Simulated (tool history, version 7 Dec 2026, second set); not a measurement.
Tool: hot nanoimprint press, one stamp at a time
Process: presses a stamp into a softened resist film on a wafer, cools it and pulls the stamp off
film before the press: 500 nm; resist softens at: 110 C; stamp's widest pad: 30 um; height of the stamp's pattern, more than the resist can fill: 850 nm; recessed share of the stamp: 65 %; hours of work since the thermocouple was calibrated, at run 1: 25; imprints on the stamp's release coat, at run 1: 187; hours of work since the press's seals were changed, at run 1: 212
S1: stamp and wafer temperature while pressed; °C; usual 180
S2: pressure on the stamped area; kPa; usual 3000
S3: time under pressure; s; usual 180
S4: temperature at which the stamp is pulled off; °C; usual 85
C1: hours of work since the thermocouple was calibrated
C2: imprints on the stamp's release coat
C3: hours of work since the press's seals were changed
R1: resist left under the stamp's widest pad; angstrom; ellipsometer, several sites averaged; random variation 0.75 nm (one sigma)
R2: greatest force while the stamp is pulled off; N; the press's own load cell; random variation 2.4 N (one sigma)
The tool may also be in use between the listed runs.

{"run": 1, "hour": 0.0, "S1": 180, "S2": 3000, "S3": 180, "S4": 85, "C1": 25, "C2": 187, "C3": 212, "R1": 2041, "R2": 215}
{"run": 2, "hour": 43.8, "S1": 180, "S2": 3000, "S3": 180, "S4": 85, "C1": 48, "C2": 362, "C3": 235, "R1": 2058, "R2": 220}
{"run": 3, "hour": 83.8, "S1": 180, "S2": 3000, "S3": 180, "S4": 85, "C1": 69, "C2": 522, "C3": 256, "R1": 2066, "R2": 224}
{"run": 4, "hour": 139.4, "S1": 180, "S2": 3000, "S3": 180, "S4": 85, "C1": 98, "C2": 744, "C3": 286, "R1": 2065, "R2": 232}
{"run": 5, "hour": 193.5, "S1": 180, "S2": 3000, "S3": 180, "S4": 85, "C1": 126, "C2": 960, "C3": 314, "R1": 2098, "R2": 239}
{"run": 6, "hour": 230.9, "S1": 179, "S2": 3000, "S3": 180, "S4": 85, "C1": 146, "C2": 1109, "C3": 334, "R1": 2214, "R2": 240}
{"hour": 256.1, "done": "stamp cleaned and given a new release coat"}
{"run": 7, "hour": 266.0, "S1": 179, "S2": 3000, "S3": 180, "S4": 85, "C1": 161, "C2": 39, "C3": 349, "R1": 2218, "R2": 219}
{"run": 8, "hour": 308.3, "S1": 179, "S2": 3000, "S3": 180, "S4": 85, "C1": 183, "C2": 208, "C3": 371, "R1": 2217, "R2": 222}
{"run": 9, "hour": 362.6, "S1": 179, "S2": 3000, "S3": 180, "S4": 85, "C1": 212, "C2": 425, "C3": 400, "R1": 2232, "R2": 227}
{"run": 10, "hour": 400.4, "S1": 179, "S2": 3000, "S3": 180, "S4": 85, "C1": 232, "C2": 577, "C3": 420, "R1": 2242, "R2": 228}
{"run": 11, "hour": 429.8, "S1": 171, "S2": 3000, "S3": 227, "S4": 77, "C1": 247, "C2": 694, "C3": 435, "R1": 3105, "R2": 283}
{"run": 12, "hour": 471.8, "S1": 171, "S2": 3000, "S3": 227, "S4": 77, "C1": 269, "C2": 862, "C3": 457, "R1": 3079, "R2": 289}
{"run": 13, "hour": 504.8, "S1": 171, "S2": 3000, "S3": 140, "S4": 77, "C1": 287, "C2": 993, "C3": 474, "R1": 3546, "R2": 294}
{"run": 14, "hour": 533.8, "S1": 171, "S2": 3000, "S3": 140, "S4": 77, "C1": 302, "C2": 1109, "C3": 490, "R1": 3521, "R2": 299}
{"hour": 560.1, "done": "stamp cleaned and given a new release coat"}
{"run": 15, "hour": 568.9, "S1": 171, "S2": 2500, "S3": 140, "S4": 77, "C1": 317, "C2": 35, "C3": 505, "R1": 3703, "R2": 264}
{"hour": 594.1, "done": "plate thermocouple calibrated"}
{"run": 16, "hour": 634.4, "S1": 175, "S2": 3550, "S3": 184, "S4": 85, "C1": 21, "C2": 285, "C3": 538, "R1": 2518, "R2": 223}
{"run": 17, "hour": 675.4, "S1": 175, "S2": 3550, "S3": 184, "S4": 85, "C1": 43, "C2": 449, "C3": 559, "R1": 2527, "R2": 224}
{"run": 18, "hour": 721.7, "S1": 173, "S2": 3540, "S3": 180, "S4": 85, "C1": 67, "C2": 634, "C3": 584, "R1": 2824, "R2": 224}
{"hour": 743.1, "done": "press's hydraulic seals changed and the load cell set to zero"}
{"run": 19, "hour": 787.8, "S1": 179, "S2": 3130, "S3": 127, "S4": 84, "C1": 98, "C2": 866, "C3": 23, "R1": 2498, "R2": 244}

How the hidden state differs across the entries between the runs, from the last listed run before each to the first after it:
Between runs 6 and 7: stamp cleaned and given a new release coat (hour 256.1)
  true temperature over the reading, C: -0.23 -> -0.27; pressure that arrives at the usual setting, %: 98.83 -> 98.8; grip of the stamp's worn release coat, % over a new coat's: 12.3 -> 0.4
  measured less the result without the state, R1: +38 -> +42 angstrom; R2: +28 -> +2 N
Between runs 14 and 15: stamp cleaned and given a new release coat (hour 560.1)
  true temperature over the reading, C: -0.73 -> -0.78; pressure that arrives at the usual setting, %: 98.51 -> 98.48; grip of the stamp's worn release coat, % over a new coat's: 12.3 -> 0.4
  measured less the result without the state, R1: +110 -> +109 angstrom; R2: +37 -> +5 N
Between runs 15 and 16: plate thermocouple calibrated (hour 594.1)
  true temperature over the reading, C: -0.78 -> -0.12; pressure that arrives at the usual setting, %: 98.48 -> 98.41; grip of the stamp's worn release coat, % over a new coat's: 0.4 -> 3.1
  measured less the result without the state, R1: +109 -> +35 angstrom; R2: +5 -> +8 N
Between runs 18 and 19: press's hydraulic seals changed and the load cell set to zero (hour 743.1)
  true temperature over the reading, C: -0.27 -> -0.37; pressure that arrives at the usual setting, %: 98.32 -> 99.85; grip of the stamp's worn release coat, % over a new coat's: 6.9 -> 9.5
  measured less the result without the state, R1: +57 -> +46 angstrom; R2: +16 -> +24 N

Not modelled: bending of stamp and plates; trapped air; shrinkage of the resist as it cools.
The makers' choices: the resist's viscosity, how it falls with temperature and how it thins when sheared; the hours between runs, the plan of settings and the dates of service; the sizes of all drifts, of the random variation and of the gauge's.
